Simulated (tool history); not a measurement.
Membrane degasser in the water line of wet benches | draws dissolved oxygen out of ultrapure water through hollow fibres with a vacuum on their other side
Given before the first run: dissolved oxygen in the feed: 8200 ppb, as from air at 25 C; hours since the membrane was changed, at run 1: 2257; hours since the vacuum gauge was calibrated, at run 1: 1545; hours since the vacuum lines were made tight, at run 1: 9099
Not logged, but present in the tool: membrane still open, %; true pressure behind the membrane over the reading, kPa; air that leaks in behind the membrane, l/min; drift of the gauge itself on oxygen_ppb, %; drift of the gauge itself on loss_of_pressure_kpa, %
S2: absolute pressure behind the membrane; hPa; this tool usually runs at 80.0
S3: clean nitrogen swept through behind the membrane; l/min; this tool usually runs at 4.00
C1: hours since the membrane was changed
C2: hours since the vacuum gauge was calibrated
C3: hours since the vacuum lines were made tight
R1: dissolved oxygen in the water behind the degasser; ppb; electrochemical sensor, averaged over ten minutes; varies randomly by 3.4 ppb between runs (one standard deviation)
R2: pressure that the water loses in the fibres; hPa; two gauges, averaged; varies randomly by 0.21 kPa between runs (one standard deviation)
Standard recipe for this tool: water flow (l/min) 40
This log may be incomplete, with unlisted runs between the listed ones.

run 1 day=0.000 | water_flow_(l/min)=40 S2=80.0 S3=4.00 | C1=2257 C2=1545 C3=9099 | R1=336.4 R2=499.5
run 2 day=2.412 | water_flow_(l/min)=40 S2=80.0 S3=4.00 | C1=2315 C2=1602 C3=9157 | R1=336.1 R2=498.2
run 3 day=4.275 | water_flow_(l/min)=40 S2=80.0 S3=4.00 | C1=2360 C2=1647 C3=9202 | R1=337.3 R2=498.2
run 4 day=5.383 | water_flow_(l/min)=40 S2=80.0 S3=4.00 | C1=2386 C2=1674 C3=9229 | R1=334.7 R2=496.1
run 5 day=7.746 | water_flow_(l/min)=40 S2=80.0 S3=4.00 | C1=2443 C2=1730 C3=9285 | R1=331.3 R2=490.4
run 6 day=10.229 | water_flow_(l/min)=40 S2=80.0 S3=4.00 | C1=2502 C2=1790 C3=9345 | R1=330.0 R2=495.5
run 7 day=12.279 | water_flow_(l/min)=40 S2=80.0 S3=4.00 | C1=2552 C2=1839 C3=9394 | R1=332.8 R2=495.7
run 8 day=13.879 | water_flow_(l/min)=40 S2=80.0 S3=4.00 | C1=2590 C2=1878 C3=9433 | R1=337.6 R2=492.5
run 9 day=16.079 | water_flow_(l/min)=40 S2=136.1 S3=4.00 | C1=2643 C2=1930 C3=9485 | R1=464.2 R2=492.2
run 10 day=17.654 | water_flow_(l/min)=40 S2=136.1 S3=4.00 | C1=2681 C2=1968 C3=9523 | R1=457.9 R2=495.5
run 11 day=18.792 | water_flow_(l/min)=40 S2=136.1 S3=4.00 | C1=2708 C2=1996 C3=9550 | R1=453.2 R2=496.3
run 12 day=20.483 | water_flow_(l/min)=40 S2=80.0 S3=4.00 | C1=2749 C2=2036 C3=9591 | R1=336.6 R2=492.7
run 13 day=22.533 | water_flow_(l/min)=40 S2=80.0 S3=4.00 | C1=2798 C2=2085 C3=9640 | R1=341.1 R2=491.2
run 14 day=24.696 | water_flow_(l/min)=40 S2=80.0 S3=4.00 | C1=2850 C2=2137 C3=9692 | R1=336.7 R2=490.6
run 15 day=26.642 | water_flow_(l/min)=40 S2=80.0 S3=4.00 | C1=2896 C2=2184 C3=9739 | R1=333.6 R2=492.2
run 16 day=28.696 | water_flow_(l/min)=40 S2=80.0 S3=4.00 | C1=2946 C2=2233 C3=9788 | R1=331.2 R2=487.3
run 17 day=30.217 | water_flow_(l/min)=39 S2=144.2 S3=4.00 | C1=2982 C2=2270 C3=9825 | R1=459.8 R2=480.4
run 18 day=31.733 | water_flow_(l/min)=59 S2=73.0 S3=4.00 | C1=3019 C2=2306 C3=9861 | R1=473.3 R2=727.1
run 19 day=33.183 | water_flow_(l/min)=29 S2=134.0 S3=4.00 | C1=3053 C2=2341 C3=9896 | R1=318.2 R2=352.4
run 20 day=34.583 | water_flow_(l/min)=34 S2=133.1 S3=4.00 | C1=3087 C2=2375 C3=9929 | R1=381.0 R2=416.9
run 21 day=36.154 | water_flow_(l/min)=31 S2=115.6 S3=5.65 | C1=3125 C2=2412 C3=9967 | R1=274.0 R2=380.7
run 22 day=38.633 | water_flow_(l/min)=47 S2=161.8 S3=4.00 | C1=3184 C2=2472 C3=10027 | R1=603.7 R2=571.4
run 23 day=39.829 | water_flow_(l/min)=47 S2=110.7 S3=2.78 | C1=3213 C2=2500 C3=10055 | R1=554.8 R2=579.8
run 24 day=41.988 | water_flow_(l/min)=33 S2=128.9 S3=4.21 | C1=3265 C2=2552 C3=10107 | R1=349.3 R2=403.0
run 25 day=44.462 | water_flow_(l/min)=33 S2=128.9 S3=4.21 | C1=3324 C2=2612 C3=10166 | R1=351.6 R2=400.5
run 26 day=45.500 | water_flow_(l/min)=40 S2=132.9 S3=4.00 | C1=3349 C2=2637 C3=10191 | R1=445.6 R2=485.4
-- day=47.100 seals of the vacuum lines changed
run 27 day=47.842 | water_flow_(l/min)=40 S2=87.0 S3=5.45 | C1=3403 C2=2691 C3=18 | R1=322.7 R2=488.1
run 28 day=50.133 | water_flow_(l/min)=53 S2=80.0 S3=4.00 | C1=3458 C2=2746 C3=73 | R1=447.8 R2=642.9
-- day=50.817 gauge calibrated
run 29 day=51.888 | water_flow_(l/min)=53 S2=80.0 S3=4.00 | C1=3500 C2=2788 C3=115 | R1=453.6 R2=662.8
run 30 day=53.071 | water_flow_(l/min)=38 S2=116.5 S3=4.50 | C1=3529 C2=2816 C3=143 | R1=371.7 R2=471.8
run 31 day=55.242 | water_flow_(l/min)=40 S2=58.1 S3=6.01 | C1=3581 C2=2868 C3=195 | R1=272.8 R2=494.1

Here are 4 independent what-if runs from the current tool condition. What would each one return?
run A day=56.458 | water_flow_(l/min)=40 S2=80.0 S3=4.94 | C1=3610 C2=2898 C3=225 | R1=? R2=?
run B day=56.458 | water_flow_(l/min)=38 S2=159.6 S3=6.01 | C1=3610 C2=2898 C3=225 | R1=? R2=?
run C day=56.458 | water_flow_(l/min)=56 S2=161.4 S3=6.01 | C1=3610 C2=2898 C3=225 | R1=? R2=?
run D day=56.458 | water_flow_(l/min)=37 S2=80.0 S3=2.29 | C1=3610 C2=2898 C3=225 | R1=? R2=?

run=A R1=317.7 R2=496.2
run=B R1=399.4 R2=472.9
run=C R1=601.9 R2=695.8
run=D R1=371.2 R2=462.2
With the hidden condition removed and each run's random variation left untouched, the same runs would have given:
run=A R1=317.3 R2=497.3
run=B R1=399.0 R2=474.0
run=C R1=601.3 R2=697.5
run=D R1=370.8 R2=463.3
